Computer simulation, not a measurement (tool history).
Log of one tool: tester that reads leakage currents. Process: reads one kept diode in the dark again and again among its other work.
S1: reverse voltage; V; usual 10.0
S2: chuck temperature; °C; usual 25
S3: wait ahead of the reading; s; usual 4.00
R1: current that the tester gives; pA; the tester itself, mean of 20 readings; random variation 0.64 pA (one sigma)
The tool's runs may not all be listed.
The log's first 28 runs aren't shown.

run 29 hour=699.1 | S1=10.9 S2=28 S3=7.53 | R1=295.08
run 30 hour=722.8 | S1=17.5 S2=26 S3=4.24 | R1=341.01
run 31 hour=745.4 | S1=10.0 S2=36 S3=6.84 | R1=494.40
run 32 hour=777.3 | S1=10.0 S2=36 S3=6.84 | R1=494.92
run 33 hour=795.4 | S1=8.0 S2=54 S3=0.38 | R1=1448.83
run 34 hour=821.7 | S1=2.2 S2=54 S3=1.10 | R1=667.91
run 35 hour=845.0 | S1=2.2 S2=54 S3=1.10 | R1=666.31
run 36 hour=875.0 | S1=2.2 S2=54 S3=1.10 | R1=668.70
run 37 hour=907.3 | S1=15.7 S2=22 S3=1.02 | R1=239.39
run 38 hour=924.2 | S1=15.7 S2=41 S3=0.59 | R1=913.53
run 39 hour=957.2 | S1=15.7 S2=36 S3=0.59 | R1=652.46

4 ways to go on from here, each from the tool as it stands after run 39. What would each give?
run A hour=972.1 | S1=1.2 S2=42 S3=2.42 | R1=?
run B hour=972.1 | S1=15.7 S2=49 S3=2.32 | R1=?
run C hour=972.1 | S1=4.9 S2=25 S3=2.08 | R1=?
run D hour=972.1 | S1=10.0 S2=25 S3=0.38 | R1=?

run=A R1=208.26
run=B R1=1569.13
run=C R1=145.60
run=D R1=226.44
Without the tool's hidden state the same runs would have given:
run=A R1=207.12
run=B R1=1551.60
run=C R1=139.70
run=D R1=214.33
